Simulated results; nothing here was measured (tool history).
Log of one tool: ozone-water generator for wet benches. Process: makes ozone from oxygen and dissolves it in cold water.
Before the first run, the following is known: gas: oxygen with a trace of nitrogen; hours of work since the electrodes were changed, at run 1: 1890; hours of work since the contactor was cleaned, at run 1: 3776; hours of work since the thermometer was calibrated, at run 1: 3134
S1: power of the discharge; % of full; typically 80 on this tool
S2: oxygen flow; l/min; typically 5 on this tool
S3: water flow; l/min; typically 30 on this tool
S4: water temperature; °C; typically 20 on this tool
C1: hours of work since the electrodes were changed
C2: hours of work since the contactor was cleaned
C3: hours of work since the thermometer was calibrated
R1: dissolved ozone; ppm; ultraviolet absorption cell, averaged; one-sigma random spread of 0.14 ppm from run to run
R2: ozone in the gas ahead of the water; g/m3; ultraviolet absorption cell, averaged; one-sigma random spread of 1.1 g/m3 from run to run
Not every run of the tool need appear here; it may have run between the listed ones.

run	day	S1	S2	S3	S4	C1	C2	C3	R1	R2
1	0	80	5	30	20	1890	3776	3134	14.6	198
2	2.254	88	5	30	20	1938	3823	3182	15.5	207.8
3	4.008	80	5	30	20	1975	3860	3219	14.7	198.4
4	5.671	54	5	30	20	2010	3895	3254	12.1	159.3
5	7.675	54	5	30	20	2052	3937	3296	11.8	161.9
6	9.158	80	2.74	30	20	2083	3969	3327	11.5	240.9
7	11.9	80	2.74	30	20	2141	4026	3385	11.6	240.3
8	14.567	57	3.26	36	25	2197	4083	3441	8.2	188.7
9	16.633	57	3.26	36	25	2241	4126	3485	8.3	191.4
10	19.375	80	4.12	30	20	2299	4184	3542	13.8	207.9
11	21.283	75	2.65	30	20	2339	4224	3583	11	233.1
12	24.108	75	2.65	30	20	2398	4284	3642	11.1	232.9
13	25.671	75	5.61	25	19	2431	4317	3675	17.6	182.9
14	27.65	75	5.61	25	19	2473	4358	3717	17.6	186

Alternative continuations, all from the tool just after run 14; predict every row:
A	29.992	75	3.18	36	12	2522	4408	3766	?	?
B	29.992	81	4.48	25	13	2522	4408	3766	?	?
C	29.992	80	5	26	20	2522	4408	3766	?	?
D	29.992	80	5	38	20	2522	4408	3766	?	?

run	R1	R2
A	10.2	220.8
B	18.5	205.7
C	16.7	197.8
D	11.2	196.9
What these runs would have given with no unlogged condition in the tool:
run	R1	R2
A	11	225.9
B	19.9	210.6
C	17.9	202.5
D	12.2	201.5
